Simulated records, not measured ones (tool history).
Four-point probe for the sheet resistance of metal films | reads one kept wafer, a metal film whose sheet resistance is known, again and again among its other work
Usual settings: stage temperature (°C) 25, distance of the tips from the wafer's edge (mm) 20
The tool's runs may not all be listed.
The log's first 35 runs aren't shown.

run      day  stage temperature (°C)  distance of the tips from the wafer's edge (mm)  touches since the probe head was changed  hours of work since the stage's thermometer was calibrated  sheet resistance as the instrument gives it (ohm/square)
 36   91.254                      32                                               16                                     93445                                                         242                                                  0.314907
      92.092  -- stage's thermometer calibrated, once more
 37   94.379                      32                                               16                                     94948                                                          33                                                  0.315998
 38   97.233                      32                                               16                                     96331                                                          74                                                  0.315812
 39  100.867                      32                                               48                                     98093                                                         126                                                  0.315538
 40  102.888                      32                                                4                                     99072                                                         155                                                  0.319774
 41  105.621                      27                                               12                                    100397                                                         194                                                  0.315864
 42  109.283                      27                                                8                                    102171                                                         247                                                  0.316452
 43  111.442                      27                                                8                                    103216                                                         278                                                   0.31642
 44  112.929                      25                                                4                                    103937                                                         299                                                  0.319516
 45  116.267                      18                                                8                                    105554                                                         347                                                  0.316311
 46  118.754                      18                                                8                                    106761                                                         382                                                  0.316398

Forecast each of these 3 alternatives for the next run:
  A  121.296                      24                                               58                                    107993                                                         419                                                         ?
  B  121.296                      22                                               13                                    107993                                                         419                                                         ?
  C  121.296                      33                                               42                                    107993                                                         419                                                         ?

run  sheet resistance as the instrument gives it (ohm/square)
  A                                                  0.315363
  B                                                  0.315507
  C                                                  0.315295
Without the tool's hidden state the same runs would have given:
run  sheet resistance as the instrument gives it (ohm/square)
  A                                                  0.317072
  B                                                  0.317219
  C                                                  0.316997

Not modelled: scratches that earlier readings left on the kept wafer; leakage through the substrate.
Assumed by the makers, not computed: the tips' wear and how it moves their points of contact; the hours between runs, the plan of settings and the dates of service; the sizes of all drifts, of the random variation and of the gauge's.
